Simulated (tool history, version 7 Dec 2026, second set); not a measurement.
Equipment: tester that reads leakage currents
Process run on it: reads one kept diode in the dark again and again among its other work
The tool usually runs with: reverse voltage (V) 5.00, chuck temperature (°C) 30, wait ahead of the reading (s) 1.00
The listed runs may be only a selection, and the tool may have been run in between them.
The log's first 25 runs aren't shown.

run	hour	reverse voltage (V)	chuck temperature (°C)	wait ahead of the reading (s)	current that the tester gives (pA)
26	2046.0	5.00	23	1.75	108.92
27	2168.2	5.00	38	1.00	402.98
28	2222.4	4.98	54	1.62	1543.19
29	2348.3	2.54	30	1.20	137.34
30	2411.6	2.12	45	0.66	469.62
31	2500.6	5.00	32	1.00	221.79
# hour 2617.5: chuck's temperature calibrated
32	2629.1	5.00	30	1.96	222.92
33	2708.9	5.00	39	1.76	484.31
34	2798.7	1.42	50	9.16	671.73
35	2910.4	1.42	50	9.16	655.77
36	2998.4	1.42	50	9.16	635.58
37	3054.5	1.42	50	4.20	631.94
38	3136.5	1.42	50	0.32	624.89
39	3221.3	5.00	33	1.56	253.13
40	3350.8	3.81	31	5.03	180.97

Below are 3 alternative next runs, each starting from the tool's condition after run 40. Predict each:
A	3420.0	2.36	32	1.43	?
B	3420.0	5.00	58	0.94	?
C	3420.0	5.00	30	3.47	?

run	current that the tester gives (pA)
A	154.05
B	2008.39
C	185.27
With the hidden condition removed and each run's random variation left untouched, the same runs would have given:
run	current that the tester gives (pA)
A	179.89
B	2361.05
C	210.00
